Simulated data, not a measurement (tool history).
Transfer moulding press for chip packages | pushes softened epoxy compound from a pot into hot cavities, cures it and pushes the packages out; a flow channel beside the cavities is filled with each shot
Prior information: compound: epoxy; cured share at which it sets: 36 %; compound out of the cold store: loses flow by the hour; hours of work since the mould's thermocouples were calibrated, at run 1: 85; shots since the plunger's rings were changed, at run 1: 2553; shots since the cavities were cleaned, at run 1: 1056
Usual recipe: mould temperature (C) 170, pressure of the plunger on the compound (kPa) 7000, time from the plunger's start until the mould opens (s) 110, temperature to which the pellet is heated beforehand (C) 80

run	hour	mould temperature (C)	pressure of the plunger on the compound (kPa)	time from the plunger's start until the mould opens (s)	temperature to which the pellet is heated beforehand (C)	hours of work since the mould's thermocouples were calibrated	shots since the plunger's rings were changed	shots since the cavities were cleaned	incoming compound's hours out of the cold store	length that the compound runs in the flow channel (mm)	greatest force on the pins that push the packages out (N)
1	0.0	170	7000	110	80	85	2553	1056	11.4	1010	1001
# hour 15.8: cavities cleaned with cleaning compound and waxed
2	52.4	170	7000	110	80	122	3162	438	36.7	914	790
3	91.6	170	7000	110	80	152	3630	906	19.9	967	958
# hour 117.7: cavities cleaned with cleaning compound and waxed
4	171.5	170	7000	110	80	210	4567	642	27.9	929	849
# hour 192.4: plunger's sealing rings changed
# hour 224.7: cavities cleaned with cleaning compound and waxed
5	250.9	170	7000	110	80	266	681	314	30.6	948	695
6	293.8	170	7000	110	80	298	1193	826	35.2	930	905
# hour 330.8: cavities cleaned with cleaning compound and waxed
7	348.1	171	7000	110	80	338	1825	208	40.3	902	623
8	400.4	171	7000	110	80	377	2450	833	13.2	992	869
# hour 436.3: cavities cleaned with cleaning compound and waxed
9	466.3	168	7000	110	80	425	3219	358	47.5	877	792
10	520.1	172	7000	110	80	465	3862	1001	11.2	985	917
# hour 540.4: cavities cleaned with cleaning compound and waxed
# hour 599.2: plunger's sealing rings changed
11	599.2	167	7000	143	87	521	0	673	42.8	922	764
# hour 645.2: cavities cleaned with cleaning compound and waxed
12	655.5	167	7000	143	87	562	654	122	36.3	944	538
# hour 714.8: mould's thermocouples calibrated
13	739.8	167	7000	111	74	19	1638	1106	8.4	1050	1203
# hour 751.1: cavities cleaned with cleaning compound and waxed
14	802.5	170	6710	130	84	64	2370	615	15.1	978	764
# hour 857.8: cavities cleaned with cleaning compound and waxed
15	863.5	170	7000	110	71	109	3081	68	26.8	951	552
16	927.5	170	7000	110	71	156	3846	833	19.4	973	942

Consider 5 possible next runs. They are alternatives, not a sequence: every one starts from the tool as it was left by run 16. What does each give?
# hour 964.5: cavities cleaned with cleaning compound and waxed
A	982.3	162	8170	110	79	196	4482	212	39.2	?	?
# hour 964.5: cavities cleaned with cleaning compound and waxed
B	982.3	167	7000	110	90	196	4482	212	43.2	?	?
# hour 964.5: cavities cleaned with cleaning compound and waxed
C	982.3	170	6550	100	81	196	4482	212	10.4	?	?
# hour 964.5: cavities cleaned with cleaning compound and waxed
D	982.3	164	5370	118	71	196	4482	212	42.0	?	?
# hour 964.5: cavities cleaned with cleaning compound and waxed
E	982.3	170	6200	110	71	196	4482	212	33.4	?	?

run	length that the compound runs in the flow channel (mm)	greatest force on the pins that push the packages out (N)
A	1009	1033
B	892	687
C	968	763
D	806	740
E	863	623
With the hidden condition removed and each run's random variation left untouched, the same runs would have given:
run	length that the compound runs in the flow channel (mm)	greatest force on the pins that push the packages out (N)
A	1046	778
B	925	516
C	1004	573
D	836	555
E	895	466
